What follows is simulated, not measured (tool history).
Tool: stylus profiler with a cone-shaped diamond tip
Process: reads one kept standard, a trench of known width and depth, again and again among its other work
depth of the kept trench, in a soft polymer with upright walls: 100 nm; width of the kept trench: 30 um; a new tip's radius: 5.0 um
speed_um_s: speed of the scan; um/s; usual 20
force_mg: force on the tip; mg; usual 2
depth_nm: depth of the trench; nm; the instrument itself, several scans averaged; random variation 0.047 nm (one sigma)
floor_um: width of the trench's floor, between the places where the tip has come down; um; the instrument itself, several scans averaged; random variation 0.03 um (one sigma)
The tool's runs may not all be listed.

{"run": 1, "day": 0.0, "speed_um_s": 20, "force_mg": 2, "depth_nm": 100.75, "floor_um": 28.01}
{"run": 2, "day": 0.9, "speed_um_s": 20, "force_mg": 2, "depth_nm": 100.81, "floor_um": 27.98}
{"run": 3, "day": 2.054, "speed_um_s": 44, "force_mg": 2, "depth_nm": 100.75, "floor_um": 27.88}
{"run": 4, "day": 2.921, "speed_um_s": 44, "force_mg": 2, "depth_nm": 100.78, "floor_um": 27.83}
{"run": 5, "day": 3.654, "speed_um_s": 31, "force_mg": 2, "depth_nm": 100.78, "floor_um": 27.9}
{"run": 6, "day": 4.567, "speed_um_s": 31, "force_mg": 2, "depth_nm": 100.79, "floor_um": 27.91}
{"run": 7, "day": 5.742, "speed_um_s": 31, "force_mg": 2, "depth_nm": 100.68, "floor_um": 27.89}
{"run": 8, "day": 6.708, "speed_um_s": 31, "force_mg": 2, "depth_nm": 100.8, "floor_um": 27.91}
{"run": 9, "day": 7.471, "speed_um_s": 31, "force_mg": 2, "depth_nm": 100.77, "floor_um": 27.89}
{"run": 10, "day": 8.258, "speed_um_s": 26, "force_mg": 3.94, "depth_nm": 101.31, "floor_um": 27.97}
{"run": 11, "day": 8.825, "speed_um_s": 26, "force_mg": 3.94, "depth_nm": 101.24, "floor_um": 27.94}
{"run": 12, "day": 10.017, "speed_um_s": 20, "force_mg": 1.97, "depth_nm": 100.74, "floor_um": 27.9}
{"run": 13, "day": 11.088, "speed_um_s": 13, "force_mg": 2.71, "depth_nm": 101, "floor_um": 27.9}
{"run": 14, "day": 11.771, "speed_um_s": 13, "force_mg": 2.71, "depth_nm": 101.02, "floor_um": 27.95}
{"run": 15, "day": 12.696, "speed_um_s": 13, "force_mg": 2.71, "depth_nm": 100.93, "floor_um": 27.91}
{"run": 16, "day": 13.717, "speed_um_s": 13, "force_mg": 5.52, "depth_nm": 101.54, "floor_um": 27.89}

Forecast each of these 3 alternatives for the next run:
{"run": "A", "day": 14.708, "speed_um_s": 13, "force_mg": 4.21, "depth_nm": "?", "floor_um": "?"}
{"run": "B", "day": 14.708, "speed_um_s": 13, "force_mg": 3.42, "depth_nm": "?", "floor_um": "?"}
{"run": "C", "day": 14.708, "speed_um_s": 44, "force_mg": 1.08, "depth_nm": "?", "floor_um": "?"}

run=A depth_nm=101.27 floor_um=27.91
run=B depth_nm=101.26 floor_um=27.87
run=C depth_nm=100.45 floor_um=27.8
Without the tool's hidden state the same runs would have given:
run=A depth_nm=101.37 floor_um=27.96
run=B depth_nm=101.36 floor_um=27.91
run=C depth_nm=100.54 floor_um=27.84
